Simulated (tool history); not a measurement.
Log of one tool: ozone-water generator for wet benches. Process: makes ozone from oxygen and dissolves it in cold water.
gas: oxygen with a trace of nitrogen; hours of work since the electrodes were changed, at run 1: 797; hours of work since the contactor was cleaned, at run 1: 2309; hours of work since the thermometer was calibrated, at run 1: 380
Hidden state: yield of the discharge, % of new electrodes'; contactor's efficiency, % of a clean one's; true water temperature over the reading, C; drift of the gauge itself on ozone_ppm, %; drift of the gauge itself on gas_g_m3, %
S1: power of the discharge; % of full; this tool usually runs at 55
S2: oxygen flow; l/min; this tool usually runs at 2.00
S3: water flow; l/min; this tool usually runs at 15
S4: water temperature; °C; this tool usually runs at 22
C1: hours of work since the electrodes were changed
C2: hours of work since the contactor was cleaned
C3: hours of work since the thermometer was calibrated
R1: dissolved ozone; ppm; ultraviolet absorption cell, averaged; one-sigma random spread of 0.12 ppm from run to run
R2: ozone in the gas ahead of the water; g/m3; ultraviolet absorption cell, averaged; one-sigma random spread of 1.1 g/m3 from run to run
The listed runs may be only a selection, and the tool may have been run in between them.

| run | hour | S1 | S2 | S3 | S4 | C1 | C2 | C3 | R1 | R2 |
|---|---|---|---|---|---|---|---|---|---|---|
| 1 | 0.0 | 55 | 2.00 | 15 | 22 | 797 | 2309 | 380 | 11.1 | 197.3 |
| 2 | 49.9 | 55 | 2.00 | 14 | 22 | 833 | 2345 | 417 | 11.5 | 199.4 |
| 3 | 106.9 | 55 | 2.00 | 14 | 22 | 874 | 2386 | 458 | 11.5 | 197.9 |
| 4 | 179.5 | 55 | 1.05 | 15 | 22 | 927 | 2439 | 511 | 9.4 | 278.6 |
| 5 | 229.3 | 60 | 2.00 | 15 | 22 | 964 | 2476 | 547 | 11.4 | 205.9 |
| 6 | 311.1 | 55 | 2.00 | 15 | 22 | 1023 | 2535 | 607 | 10.7 | 196.3 |
| 7 | 360.7 | 55 | 2.00 | 14 | 22 | 1059 | 2571 | 643 | 11.4 | 197.0 |
| 8 | 402.5 | 55 | 1.35 | 15 | 22 | 1090 | 2602 | 673 | 10.1 | 243.7 |
|  | 408.9 | water thermometer calibrated |
| 9 | 466.4 | 55 | 1.16 | 15 | 21 | 1136 | 2648 | 42 | 9.5 | 263.1 |
| 10 | 528.8 | 43 | 2.00 | 18 | 27 | 1182 | 2694 | 87 | 7.3 | 173.7 |
| 11 | 572.1 | 63 | 2.00 | 20 | 22 | 1213 | 2725 | 119 | 8.6 | 208.5 |
| 12 | 649.3 | 90 | 2.61 | 13 | 22 | 1269 | 2781 | 175 | 15.8 | 217.0 |
| 13 | 710.4 | 89 | 1.12 | 11 | 22 | 1314 | 2826 | 220 | 16.0 | 337.7 |
|  | 717.1 | water thermometer calibrated, once more |
| 14 | 759.1 | 89 | 1.12 | 11 | 22 | 1349 | 2861 | 31 | 16.3 | 340.2 |
| 15 | 795.1 | 63 | 2.00 | 20 | 22 | 1375 | 2887 | 57 | 8.5 | 208.2 |
| 16 | 861.4 | 44 | 3.35 | 13 | 14 | 1424 | 2936 | 105 | 12.2 | 131.9 |

For each entry between runs, how does the tool's hidden state at the last listed run before it compare with that at the first listed run after it?
From run 8 to run 9: water thermometer calibrated (hour 408.9)
  yield of the discharge, % of new electrodes': 97.1 -> 97; contactor's efficiency, % of a clean one's: 84.6 -> 84.4; true water temperature over the reading, C: 0 -> 0.01
  measured result minus the result with no hidden state, R1: -1.3 -> -1.3 ppm; R2: -6.3 -> -7.1 g/m3
From run 13 to run 14: water thermometer calibrated, once more (hour 717.1)
  yield of the discharge, % of new electrodes': 96.6 -> 96.5; contactor's efficiency, % of a clean one's: 83.4 -> 83.2; true water temperature over the reading, C: 0.03 -> 0.05
  measured result minus the result with no hidden state, R1: -2.4 -> -2.4 ppm; R2: -13.5 -> -13.9 g/m3
